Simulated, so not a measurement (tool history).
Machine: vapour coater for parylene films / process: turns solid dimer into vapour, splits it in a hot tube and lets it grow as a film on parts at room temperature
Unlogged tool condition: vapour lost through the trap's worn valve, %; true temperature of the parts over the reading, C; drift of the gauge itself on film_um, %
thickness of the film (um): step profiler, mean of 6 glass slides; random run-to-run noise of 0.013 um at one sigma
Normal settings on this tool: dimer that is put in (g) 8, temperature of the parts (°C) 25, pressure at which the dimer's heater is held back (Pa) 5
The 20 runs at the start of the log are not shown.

run    hour  dimer that is put in (g)  temperature of the parts (°C)  pressure at which the dimer's heater is held back (Pa)  hours of work since the trap's valve was overhauled  hours of work since the table's thermometer was calibrated  thickness of the film (um)
 21     827                         8                             25                                                       5                                                  273                                                        1340                        1.47
 22   858.9                         8                             28                                                       5                                                  290                                                        1357                         1.3
 23   909.7                         8                             28                                                       5                                                  317                                                        1383                        1.31
 24     959                         8                             29                                                       5                                                  342                                                        1409                        1.26
 25   990.8                         8                             35                                                    5.25                                                  359                                                        1426                        0.99
 26  1046.5                         3                             19                                                    7.52                                                  388                                                        1455                        0.66
 27  1095.1                         7                             24                                                    9.26                                                  413                                                        1480                        1.22
 28  1146.5                         7                             24                                                    9.26                                                  440                                                        1507                         1.2
     1150.2  -- table's thermometer calibrated
 29  1183.3                         3                             36                                                    8.44                                                  459                                                          17                        0.32
 30  1228.5                         9                             23                                                    4.43                                                  483                                                          41                        1.82
 31    1255                         7                             23                                                    9.28                                                  496                                                          55                        1.24
 32  1289.1                         7                             23                                                    9.28                                                  514                                                          73                        1.24
 33  1319.8                         7                             23                                                    9.28                                                  530                                                          89                        1.25
 34  1362.4                        13                             17                                                    2.06                                                  553                                                         111                        3.76
 35  1388.3                        13                             17                                                    2.06                                                  566                                                         124                        3.76
 36  1434.5                        13                             17                                                    2.06                                                  590                                                         149                        3.76
 37  1457.8                        13                             17                                                    2.06                                                  602                                                         161                        3.77
 38  1507.7                         8                             27                                                    3.07                                                  629                                                         187                        1.47
     1519.2  -- trap's valve overhauled
 39  1552.2                         5                             20                                                    7.13                                                   17                                                         208                        1.03
 40  1604.5                         5                             20                                                    7.13                                                   45                                                         235                        1.05
 41  1644.3                         5                             20                                                    7.13                                                   65                                                         256                        1.07
 42  1684.2                        13                             20                                                    7.25                                                   86                                                         277                        2.74
 43  1739.7                        12                             19                                                    2.53                                                  115                                                         306                        3.14
 44    1765                        12                             19                                                    2.53                                                  128                                                         319                        3.14

5 options for the next run, each taken on its own from the tool as it stands now. Forecast them:
  A  1791                        13                             36                                                   10.49                                                  142                                                         333                           ?
  B  1791                         8                             19                                                       5                                                  142                                                         333                           ?
  C  1791                         7                             28                                                    7.77                                                  142                                                         333                           ?
  D  1791                         7                             26                                                    4.05                                                  142                                                         333                           ?
  E  1791                        12                             19                                                    3.07                                                  142                                                         333                           ?

run  thickness of the film (um)
  A                        1.38
  B                        1.85
  C                        1.06
  D                        1.28
  E                        3.01
Stripped of hidden state, with their random variation kept, the same runs would have yielded:
run  thickness of the film (um)
  A                        1.38
  B                        1.85
  C                        1.06
  D                        1.28
  E                        3.01

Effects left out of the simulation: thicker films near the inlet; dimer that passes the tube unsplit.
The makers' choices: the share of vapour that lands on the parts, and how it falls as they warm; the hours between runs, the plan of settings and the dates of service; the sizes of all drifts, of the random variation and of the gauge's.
